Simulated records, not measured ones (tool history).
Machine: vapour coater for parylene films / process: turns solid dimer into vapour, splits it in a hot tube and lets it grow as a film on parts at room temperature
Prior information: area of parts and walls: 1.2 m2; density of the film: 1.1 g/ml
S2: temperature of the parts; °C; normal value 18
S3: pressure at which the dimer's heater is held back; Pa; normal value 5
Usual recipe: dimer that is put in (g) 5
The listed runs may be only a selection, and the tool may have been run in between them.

Run 1, day 0: usual settings. Result: thickness of the film (µm) 1.96.
Run 2, day 0.788: usual settings but dimer that is put in (g) 4. Result: thickness of the film (µm) 1.59.
Run 3, day 1.475: usual settings but dimer that is put in (g) 4, S3 4.27 Pa. Result: thickness of the film (µm) 1.56.
Run 4, day 2.075: usual settings but S3 4.15 Pa. Result: thickness of the film (µm) 2.03.
Run 5, day 2.842: usual settings but S3 4.15 Pa. Result: thickness of the film (µm) 2.02.
Run 6, day 3.875: usual settings but S3 4.15 Pa. Result: thickness of the film (µm) 1.98.
Run 7, day 4.992: usual settings but S3 4.15 Pa. Result: thickness of the film (µm) 2.
Run 8, day 6.071: usual settings. Result: thickness of the film (µm) 2.01.
Run 9, day 6.767: usual settings. Result: thickness of the film (µm) 1.96.
Run 10, day 7.267: usual settings but dimer that is put in (g) 3. Result: thickness of the film (µm) 1.18.
Run 11, day 7.846: usual settings but S3 4.25 Pa. Result: thickness of the film (µm) 2.
Run 12, day 8.646: usual settings but S3 4.25 Pa. Result: thickness of the film (µm) 2.
Run 13, day 9.75: usual settings but S3 4.25 Pa. Result: thickness of the film (µm) 2.03.
Run 14, day 10.667: usual settings. Result: thickness of the film (µm) 1.95.
Run 15, day 11.421: usual settings. Result: thickness of the film (µm) 1.95.
Run 16, day 12.079: usual settings. Result: thickness of the film (µm) 2.01.
Run 17, day 12.708: usual settings. Result: thickness of the film (µm) 1.97.
Run 18, day 13.188: usual settings. Result: thickness of the film (µm) 2.
Run 19, day 14.221: usual settings. Result: thickness of the film (µm) 2.
Run 20, day 15.404: usual settings but S2 15 °C. Result: thickness of the film (µm) 2.23.
Run 21, day 16.221: usual settings but S2 15 °C. Result: thickness of the film (µm) 2.2.
Run 22, day 17.283: usual settings. Result: thickness of the film (µm) 1.97.
Run 23, day 18.221: usual settings. Result: thickness of the film (µm) 1.98.
Run 24, day 19.033: usual settings. Result: thickness of the film (µm) 1.99.
Run 25, day 19.771: usual settings but dimer that is put in (g) 3, S2 17 °C, S3 7.86 Pa. Result: thickness of the film (µm) 1.15.
Run 26, day 20.954: usual settings but dimer that is put in (g) 2, S2 10 °C, S3 7.86 Pa. Result: thickness of the film (µm) 1.01.
Run 27, day 21.483: usual settings but dimer that is put in (g) 2, S2 10 °C, S3 7.86 Pa. Result: thickness of the film (µm) 1.02.
Run 28, day 22.179: usual settings but S2 28 °C. Result: thickness of the film (µm) 1.37.
Run 29, day 23.029: usual settings but S2 28 °C. Result: thickness of the film (µm) 1.34.
Run 30, day 23.504: usual settings but S2 28 °C. Result: thickness of the film (µm) 1.29.
Run 31, day 24.217: usual settings but dimer that is put in (g) 4, S2 14 °C. Result: thickness of the film (µm) 1.85.
Run 32, day 24.708: usual settings but dimer that is put in (g) 4, S2 17 °C, S3 2.59 Pa. Result: thickness of the film (µm) 1.77.
Run 33, day 25.85: usual settings but dimer that is put in (g) 4, S2 17 °C, S3 2.59 Pa. Result: thickness of the film (µm) 1.76.
Run 34, day 27.017: usual settings but S3 3.52 Pa. Result: thickness of the film (µm) 2.01.
Run 35, day 27.508: usual settings but S3 3.52 Pa. Result: thickness of the film (µm) 2.07.
Run 36, day 28.067: usual settings but S3 3.52 Pa. Result: thickness of the film (µm) 2.09.
Run 37, day 29.246: usual settings but S3 3.52 Pa. Result: thickness of the film (µm) 2.07.
Run 38, day 30.346: usual settings but dimer that is put in (g) 2, S2 15 °C, S3 2.25 Pa. Result: thickness of the film (µm) 1.
Run 39, day 30.829: usual settings but dimer that is put in (g) 3, S3 10.68 Pa. Result: thickness of the film (µm) 1.09.
Run 40, day 31.758: usual settings but dimer that is put in (g) 4, S2 27 °C, S3 10.68 Pa. Result: thickness of the film (µm) 1.07.
Run 41, day 32.796: usual settings but dimer that is put in (g) 4, S2 16 °C, S3 4.84 Pa. Result: thickness of the film (µm) 1.74.
Run 42, day 33.338: usual settings but dimer that is put in (g) 4, S2 16 °C, S3 4.84 Pa. Result: thickness of the film (µm) 1.71.
Run 43, day 34.438: usual settings but S2 24 °C, S3 10.28 Pa. Result: thickness of the film (µm) 1.47.
Run 44, day 35.146: usual settings but S2 24 °C, S3 10.28 Pa. Result: thickness of the film (µm) 1.49.
Run 45, day 35.875: usual settings but S2 14 °C, S3 10.02 Pa. Result: thickness of the film (µm) 2.12.
Run 46, day 36.438: usual settings but S2 14 °C, S3 4.84 Pa. Result: thickness of the film (µm) 2.28.

Not shown here: 2 entries made in the log between runs. Locate each between two listed runs and compare the hidden state at the listed run before it with the hidden state at the listed run after it:
In the gap between runs 6 and 7: trap's valve overhauled (day 4.421)
  vapour lost through the trap's worn valve, %: 0.2 -> 0
In the gap between runs 27 and 28: trap's valve overhauled (day 21.712)
  vapour lost through the trap's worn valve, %: 0.2 -> 0
